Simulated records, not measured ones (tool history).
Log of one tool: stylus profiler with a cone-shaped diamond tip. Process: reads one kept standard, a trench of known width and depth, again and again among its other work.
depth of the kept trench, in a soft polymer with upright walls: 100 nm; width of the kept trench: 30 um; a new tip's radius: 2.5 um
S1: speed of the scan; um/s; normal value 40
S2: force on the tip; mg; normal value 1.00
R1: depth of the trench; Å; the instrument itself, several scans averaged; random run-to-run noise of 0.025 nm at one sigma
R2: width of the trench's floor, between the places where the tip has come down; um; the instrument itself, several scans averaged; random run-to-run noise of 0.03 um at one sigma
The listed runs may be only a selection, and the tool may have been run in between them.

Run 1, hour 0.0: usual settings. Result: R1 1009.3 Å, R2 28.02 um.
Run 2, hour 25.8: usual settings. Result: R1 1009.3 Å, R2 28.07 um.
Run 3, hour 55.0: usual settings. Result: R1 1009.5 Å, R2 28.12 um.
Run 4, hour 82.6: usual settings. Result: R1 1009.6 Å, R2 28.07 um.
Run 5, hour 108.1: usual settings. Result: R1 1009.6 Å, R2 28.07 um.
Run 6, hour 138.9: usual settings. Result: R1 1009.5 Å, R2 28.02 um.
Run 7, hour 159.1: usual settings. Result: R1 1010.0 Å, R2 28.06 um.
Run 8, hour 185.5: usual settings. Result: R1 1010.0 Å, R2 28.03 um.
Run 9, hour 205.1: usual settings but S2 0.91 mg. Result: R1 1009.3 Å, R2 28.02 um.
Run 10, hour 227.0: usual settings but S1 78 um/s. Result: R1 1010.0 Å, R2 27.79 um.
Run 11, hour 253.7: usual settings but S1 78 um/s. Result: R1 1009.5 Å, R2 27.75 um.
Run 12, hour 279.3: usual settings but S1 78 um/s. Result: R1 1009.6 Å, R2 27.76 um.
Run 13, hour 311.4: usual settings but S1 78 um/s. Result: R1 1009.6 Å, R2 27.79 um.
Run 14, hour 345.0: usual settings but S1 78 um/s. Result: R1 1009.3 Å, R2 27.75 um.
Run 15, hour 381.0: usual settings but S1 78 um/s. Result: R1 1010.0 Å, R2 27.70 um.
At hour 383.2: height scale calibrated on a step standard.
Run 16, hour 403.0: usual settings but S1 14 um/s, S2 0.44 mg. Result: R1 1007.1 Å, R2 28.17 um.
Run 17, hour 420.0: usual settings but S2 1.46 mg. Result: R1 1012.6 Å, R2 28.05 um.
At hour 441.7: height scale calibrated on a step standard, once more.
Run 18, hour 456.9: usual settings but S1 28 um/s, S2 2.08 mg. Result: R1 1012.7 Å, R2 28.14 um.
Run 19, hour 492.6: usual settings but S1 59 um/s, S2 1.37 mg. Result: R1 1009.4 Å, R2 27.93 um.
Run 20, hour 513.3: usual settings but S1 151 um/s, S2 0.65 mg. Result: R1 1005.8 Å, R2 26.90 um.
Run 21, hour 534.8: usual settings but S1 33 um/s, S2 0.65 mg. Result: R1 1005.9 Å, R2 28.00 um.
Run 22, hour 570.4: usual settings but S1 33 um/s, S2 0.65 mg. Result: R1 1006.6 Å, R2 27.95 um.
Run 23, hour 605.3: usual settings but S1 33 um/s, S2 0.65 mg. Result: R1 1005.9 Å, R2 27.95 um.
Run 24, hour 627.3: usual settings but S1 119 um/s, S2 0.38 mg. Result: R1 1004.8 Å, R2 26.83 um.
Run 25, hour 656.8: usual settings but S1 21 um/s, S2 2.12 mg. Result: R1 1012.8 Å, R2 28.15 um.
Run 26, hour 674.5: usual settings but S1 109 um/s, S2 2.21 mg. Result: R1 1013.4 Å, R2 27.73 um.
Run 27, hour 689.8: usual settings but S2 2.79 mg. Result: R1 1016.0 Å, R2 28.05 um.
Run 28, hour 706.4: usual settings but S2 2.79 mg. Result: R1 1016.3 Å, R2 28.08 um.
Run 29, hour 738.8: usual settings but S2 2.79 mg. Result: R1 1015.9 Å, R2 28.09 um.

Here are 4 independent what-if runs from the current tool condition. What would each one return?
Run A, hour 768.7: usual settings but S1 53 um/s, S2 0.85 mg. Result: R1 ?, R2 ?.
Run B, hour 768.7: usual settings but S1 119 um/s, S2 1.77 mg. Result: R1 ?, R2 ?.
Run C, hour 768.7: usual settings but S1 27 um/s, S2 2.05 mg. Result: R1 ?, R2 ?.
Run D, hour 768.7: usual settings but S1 63 um/s, S2 0.47 mg. Result: R1 ?, R2 ?.

run      R1     R2
  A  1007.3  27.81
  B  1011.9  27.62
  C  1013.0  28.03
  D  1005.1  27.61
The same runs, with their run-to-run variation unchanged, on a tool lacking any hidden condition would have given:
run      R1     R2
  A  1006.7  28.16
  B  1011.3  27.98
  C  1012.4  28.39
  D  1004.5  27.96
